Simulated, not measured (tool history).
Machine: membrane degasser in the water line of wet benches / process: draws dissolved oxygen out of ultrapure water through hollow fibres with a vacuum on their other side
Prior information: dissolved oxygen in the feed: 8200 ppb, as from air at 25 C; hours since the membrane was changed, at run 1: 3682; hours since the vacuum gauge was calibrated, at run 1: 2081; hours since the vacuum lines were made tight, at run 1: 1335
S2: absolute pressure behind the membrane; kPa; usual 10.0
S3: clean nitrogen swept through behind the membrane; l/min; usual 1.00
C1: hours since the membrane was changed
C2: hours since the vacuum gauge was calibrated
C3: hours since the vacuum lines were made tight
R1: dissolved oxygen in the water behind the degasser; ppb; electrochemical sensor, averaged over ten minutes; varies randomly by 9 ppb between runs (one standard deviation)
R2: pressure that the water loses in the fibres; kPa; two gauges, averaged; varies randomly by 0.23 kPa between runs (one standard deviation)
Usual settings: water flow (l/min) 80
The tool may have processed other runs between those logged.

Run 1, hour 0.0: usual settings; C1 3682; C2 2081; C3 1335. Result: R1 999.7 ppb, R2 60.50 kPa.
Run 2, hour 93.3: usual settings; C1 3776; C2 2174; C3 1428. Result: R1 1020.7 ppb, R2 60.13 kPa.
Run 3, hour 192.3: usual settings; C1 3875; C2 2273; C3 1527. Result: R1 1005.1 ppb, R2 60.22 kPa.
Run 4, hour 298.4: usual settings; C1 3981; C2 2379; C3 1633. Result: R1 1008.8 ppb, R2 60.26 kPa.
Run 5, hour 362.3: usual settings; C1 4045; C2 2443; C3 1697. Result: R1 997.4 ppb, R2 60.11 kPa.
Run 6, hour 413.5: usual settings; C1 4096; C2 2494; C3 1748. Result: R1 1009.6 ppb, R2 60.61 kPa.
Run 7, hour 531.6: usual settings; C1 4214; C2 2613; C3 1866. Result: R1 999.9 ppb, R2 59.99 kPa.
Run 8, hour 628.3: usual settings; C1 4311; C2 2709; C3 1963. Result: R1 1024.9 ppb, R2 60.05 kPa.
Run 9, hour 742.2: usual settings; C1 4425; C2 2823; C3 2077. Result: R1 993.7 ppb, R2 60.50 kPa.
Run 10, hour 860.2: usual settings; C1 4543; C2 2941; C3 2195. Result: R1 1013.5 ppb, R2 60.36 kPa.
Run 11, hour 923.4: usual settings; C1 4606; C2 3004; C3 2258. Result: R1 1011.7 ppb, R2 60.39 kPa.
Run 12, hour 1038.4: usual settings but water flow (l/min) 50; C1 4721; C2 3119; C3 2373. Result: R1 670.3 ppb, R2 37.60 kPa.
Run 13, hour 1129.0: usual settings but water flow (l/min) 70, S2 24.8 kPa, S3 0.45 l/min; C1 4811; C2 3210; C3 2464. Result: R1 3341.8 ppb, R2 53.07 kPa.
Run 14, hour 1213.2: usual settings but S2 8.8 kPa; C1 4896; C2 3294; C3 2548. Result: R1 875.6 ppb, R2 60.13 kPa.
Run 15, hour 1294.3: usual settings but S2 8.8 kPa; C1 4977; C2 3375; C3 2629. Result: R1 872.4 ppb, R2 60.33 kPa.
Run 16, hour 1368.4: usual settings but S2 9.6 kPa; C1 5051; C2 3449; C3 2703. Result: R1 956.9 ppb, R2 60.65 kPa.
Run 17, hour 1444.8: usual settings but S2 24.7 kPa; C1 5127; C2 3526; C3 2779. Result: R1 2409.9 ppb, R2 60.87 kPa.
At hour 1454.8: vacuum gauge calibrated.
Run 18, hour 1537.8: usual settings but S2 13.0 kPa; C1 5220; C2 83; C3 2872. Result: R1 1341.0 ppb, R2 60.52 kPa.
Run 19, hour 1633.0: usual settings but water flow (l/min) 98, S2 7.2 kPa; C1 5315; C2 178; C3 2967. Result: R1 861.3 ppb, R2 74.92 kPa.
Run 20, hour 1714.5: usual settings but water flow (l/min) 84, S3 0.82 l/min; C1 5396; C2 260; C3 3049. Result: R1 1155.1 ppb, R2 63.87 kPa.
Run 21, hour 1802.1: usual settings but water flow (l/min) 84, S3 0.82 l/min; C1 5484; C2 347; C3 3136. Result: R1 1168.9 ppb, R2 63.45 kPa.
Run 22, hour 1918.3: usual settings but water flow (l/min) 84, S3 0.82 l/min; C1 5600; C2 463; C3 3252. Result: R1 1172.4 ppb, R2 63.89 kPa.
At hour 1938.9: vacuum gauge calibrated, once more.
Run 23, hour 1978.8: usual settings but water flow (l/min) 84, S3 0.82 l/min; C1 5660; C2 40; C3 3312. Result: R1 1167.1 ppb, R2 63.89 kPa.
Run 24, hour 2077.1: usual settings but water flow (l/min) 84, S3 0.82 l/min; C1 5758; C2 138; C3 3411. Result: R1 1147.8 ppb, R2 63.86 kPa.

What if the next run were any one of these 4? Each begins from the tool's condition after run 24:
Run A, hour 2148.1: usual settings but water flow (l/min) 73; C1 5829; C2 209; C3 3482. Result: R1 ?, R2 ?.
Run B, hour 2148.1: usual settings but S2 14.5 kPa; C1 5829; C2 209; C3 3482. Result: R1 ?, R2 ?.
Run C, hour 2148.1: usual settings but water flow (l/min) 97, S2 20.7 kPa, S3 0.48 l/min; C1 5829; C2 209; C3 3482. Result: R1 ?, R2 ?.
Run D, hour 2148.1: usual settings but water flow (l/min) 84, S2 15.3 kPa, S3 0.94 l/min; C1 5829; C2 209; C3 3482. Result: R1 ?, R2 ?.

run      R1     R2
  A   930.7  55.44
  B  1483.3  61.25
  C  3234.4  73.80
  D  1670.6  63.54
With no hidden state in the tool, these same runs would have given:
run      R1     R2
  A   910.8  53.56
  B  1463.6  59.18
  C  3223.1  71.31
  D  1650.6  61.39
